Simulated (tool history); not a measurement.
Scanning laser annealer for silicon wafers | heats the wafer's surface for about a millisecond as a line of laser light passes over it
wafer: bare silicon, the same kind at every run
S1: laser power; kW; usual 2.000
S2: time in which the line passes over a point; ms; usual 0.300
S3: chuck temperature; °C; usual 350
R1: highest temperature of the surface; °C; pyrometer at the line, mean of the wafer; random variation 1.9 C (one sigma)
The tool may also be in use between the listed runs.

run     day     S1     S2   S3    R1
  1   0.000  2.000  0.300  350  1073
  2   1.079  2.000  0.300  350  1074
  3   2.071  2.000  0.300  350  1077
  4   2.708  2.000  0.300  350  1072
  5   3.729  1.971  0.300  350  1059
  6   4.575  1.741  0.300  350   964
  7   5.571  2.000  0.300  382  1099
  8   6.238  2.000  0.300  350  1067
  9   7.100  2.022  0.300  350  1077
 10   7.867  2.000  0.300  320  1041
 11   8.912  1.801  0.300  320   959
 12   9.838  2.000  0.300  350  1071
 13  10.867  2.000  0.300  350  1069
 14  11.871  2.000  0.300  350  1066
 15  12.883  2.000  0.333  350  1106
 16  13.350  2.000  0.324  350  1095
 17  13.892  2.000  0.324  344  1091
 18  14.388  2.000  0.324  344  1093
 19  15.333  2.000  0.243  350   983
 20  16.292  2.000  0.300  350  1065
 21  17.158  2.137  0.360  339  1193
 22  18.025  2.137  0.360  339  1192
 23  18.688  2.137  0.360  339  1188
 24  19.121  2.033  0.231  380  1003
     19.550  -- window over the wafer cleaned
 25  19.958  2.033  0.231  380  1018
 26  20.558  2.156  0.211  381  1030
 27  21.238  1.985  0.300  367  1083
 28  22.142  2.000  0.229  323   945
 29  22.967  2.000  0.238  363   996
 30  23.504  2.000  0.238  363  1000
 31  24.025  2.000  0.238  363   999
 32  24.954  2.000  0.238  363   994
 33  25.483  2.000  0.287  319  1020
 34  26.204  2.000  0.287  319  1020
 35  26.879  1.845  0.316  376  1052
 36  27.938  2.054  0.215  350   964
 37  28.571  2.054  0.215  350   965
 38  29.529  1.992  0.333  317  1076
 39  30.383  1.791  0.380  389  1109

Hidden state or all else? Some run-to-run changes of R1, split into what the settings, what came in and random variation would give without the hidden state, and what is left for the hidden state (with any gauge scatter that isn't in both results):
The hidden state here: light that passes the window, % of a clean one's; laser's true power over the reading, %; width of the line over the set one, %; drift of the gauge itself on peak_c, C.
Run 6 -> 7: S1 1.741 -> 2.000, S3 350 -> 382. R1 +135 °C: hidden state -4, all else +139.
Run 20 -> 21: S1 2.000 -> 2.137, S2 0.300 -> 0.360, S3 350 -> 339. R1 +128 °C: hidden state -7, all else +135.
Run 23 -> 24: S1 2.137 -> 2.033, S2 0.360 -> 0.231, S3 339 -> 380. R1 -185 °C: hidden state +9, all else -194.
Run 24 -> 25: window over the wafer cleaned. R1 +15 °C: hidden state +11, all else +4.
Run 27 -> 28: S1 1.985 -> 2.000, S2 0.300 -> 0.229, S3 367 -> 323. R1 -138 °C: hidden state +2, all else -140.

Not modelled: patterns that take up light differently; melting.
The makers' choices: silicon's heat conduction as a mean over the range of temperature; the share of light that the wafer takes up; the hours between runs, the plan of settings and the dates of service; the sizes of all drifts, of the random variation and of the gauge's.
